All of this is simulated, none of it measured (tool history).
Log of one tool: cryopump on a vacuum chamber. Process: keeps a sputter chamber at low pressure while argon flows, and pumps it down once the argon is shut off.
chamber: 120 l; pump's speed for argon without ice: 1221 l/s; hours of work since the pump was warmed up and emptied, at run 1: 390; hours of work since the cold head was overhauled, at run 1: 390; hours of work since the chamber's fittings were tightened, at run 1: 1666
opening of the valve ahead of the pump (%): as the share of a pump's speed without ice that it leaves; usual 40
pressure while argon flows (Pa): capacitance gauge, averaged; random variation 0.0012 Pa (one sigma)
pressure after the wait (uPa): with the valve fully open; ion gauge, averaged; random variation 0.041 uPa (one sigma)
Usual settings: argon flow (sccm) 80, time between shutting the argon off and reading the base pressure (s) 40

run	hour	argon flow (sccm)	time between shutting the argon off and reading the base pressure (s)	opening of the valve ahead of the pump (%)	hours of work since the pump was warmed up and emptied	hours of work since the cold head was overhauled	hours of work since the chamber's fittings were tightened	pressure while argon flows (Pa)	pressure after the wait (uPa)
1	0	80	40	40	390	390	1666	0.2924	3.62
2	49	80	40	40	415	415	1690	0.2943	3.73
3	100.7	80	40	40	440	440	1716	0.2935	3.64
4	140.2	80	40	40	460	460	1735	0.2973	3.75
5	187.5	80	151	40	483	483	1759	0.294	2.13
6	233.2	80	151	40	506	506	1781	0.297	2.13
7	264	80	151	40	521	521	1797	0.2952	2.16
8	302.1	157	99	43	540	540	1815	0.5483	2.38

The next listed run, before its measurement:
9	338.8	80	131	57	558	558	1834	?	?

Run 9 gave pressure while argon flows (Pa) 0.2173, pressure after the wait (uPa) 2.4.
Without the tool's hidden state the same run would have given pressure while argon flows (Pa) 0.1946, pressure after the wait (uPa) 0.92.
